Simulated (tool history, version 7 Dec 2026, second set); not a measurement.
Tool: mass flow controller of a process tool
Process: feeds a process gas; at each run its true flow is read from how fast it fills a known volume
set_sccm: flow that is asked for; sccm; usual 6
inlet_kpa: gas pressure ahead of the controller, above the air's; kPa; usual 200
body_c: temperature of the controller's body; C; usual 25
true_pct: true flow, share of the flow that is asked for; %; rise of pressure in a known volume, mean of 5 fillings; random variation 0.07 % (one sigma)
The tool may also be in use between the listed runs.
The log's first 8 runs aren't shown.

run,hour,set_sccm,inlet_kpa,body_c,true_pct
9,2365.4,6,200,32,96.45
10,2630.6,6,200,25,97.05
11,2985.4,6,200,25,96.78
12,3239.3,6,200,37,95.65
13,3629.6,6,200,37,95.55
# hour 3806.9: controller's zero set anew
14,3806.9,6,200,25,96.38
15,4027.9,6,200,32,95.72
16,4350.4,6,200,32,95.65
# hour 4652.8: gauge calibrated
17,4742.3,6,200,25,97.67
18,5042.0,6,200,25,97.46
19,5356.1,14,200,25,98.79
# hour 5524.4: controller exchanged for a calibrated one
20,5623.7,14,200,25,98.87
21,5813.8,14,200,25,98.64
22,6039.6,14,200,25,98.70
23,6377.5,2,200,35,95.74

Forecast run 24:
24,6715.8,2,200,35,?

true_pct: 95.63 %
Without the tool's hidden state the same run would have given true_pct 96.31 %.
